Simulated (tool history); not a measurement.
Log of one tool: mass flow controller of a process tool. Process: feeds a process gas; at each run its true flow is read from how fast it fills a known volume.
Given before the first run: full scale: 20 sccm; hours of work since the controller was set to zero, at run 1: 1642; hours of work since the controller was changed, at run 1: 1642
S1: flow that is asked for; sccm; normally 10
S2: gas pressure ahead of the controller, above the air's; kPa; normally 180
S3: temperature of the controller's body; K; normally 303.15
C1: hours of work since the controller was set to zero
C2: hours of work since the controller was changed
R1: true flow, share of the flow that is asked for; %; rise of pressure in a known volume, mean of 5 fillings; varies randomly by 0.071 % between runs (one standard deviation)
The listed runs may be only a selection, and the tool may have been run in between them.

run    hour  S1   S2      S3    C1    C2      R1
  1       0  10  180  303.15  1642  1642   99.91
  2    51.5  10  180  296.15  1682  1682    99.5
  3   109.9  10  180  296.15  1727  1727   99.68
  4   165.1  10  180  303.15  1771  1771   99.84
  5     224  10  180  303.15  1817  1817   99.83
  6   289.8  10  180  303.15  1868  1868   99.96
  7     358   9  180  303.15  1921  1921   99.82
  8   398.5   9  180  303.15  1953  1953   99.85
  9   464.7   9  180  303.15  2004  2004   99.97
 10     498   9  180  303.15  2030  2030   99.87
 11   534.2   9  180  303.15  2059  2059   99.83
 12   577.2   9  180  310.15  2092  2092   99.91
 13   619.9  10  180  303.15  2126  2126   99.94
 14   684.3  15  180  303.15  2176  2176   99.99
 15   727.3  15  180  303.15  2209  2209   99.92
 16   763.1  10  233  303.15  2237  2237  100.09
 17   821.4  10  233  303.15  2283  2283   100.1
 18     865  11  180  303.15  2317  2317   99.96
 19   907.4  11  180  303.15  2350  2350    99.9
 20   969.2  11  180  303.15  2398  2398   99.87
 21  1004.3  11  180  303.15  2426  2426   99.93
 22  1044.3  11  180  303.15  2457  2457   99.91
 23  1092.6  11  180  303.15  2495  2495   99.95
 24  1168.5  11  180  303.15  2554  2554   99.72
 25  1238.4  11  180  303.15  2608  2608   99.93
 26  1310.5  19  145  299.15  2665  2665   99.77
 27  1368.1   7  197  299.15  2710  2710    99.8
 28  1441.1   4  197  304.15  2767  2767   99.85
 29  1503.2  14  265  300.15  2815  2815  100.23
 30  1535.8  14  265  300.15  2840  2840  100.16
 31    1588   5  150  293.15  2881  2881   99.33
 32  1633.2  18  191  308.15  2917  2917   100.2
 33  1674.4  13  261  303.15  2949  2949  100.26

Run 34 comes next. What will it give?
 34  1730.3   3  180  303.15  2992  2992   ?

Run 34 measured R1 99.68 %.
Minus the tool's unlogged condition, the same run would have read R1 99.69 %.

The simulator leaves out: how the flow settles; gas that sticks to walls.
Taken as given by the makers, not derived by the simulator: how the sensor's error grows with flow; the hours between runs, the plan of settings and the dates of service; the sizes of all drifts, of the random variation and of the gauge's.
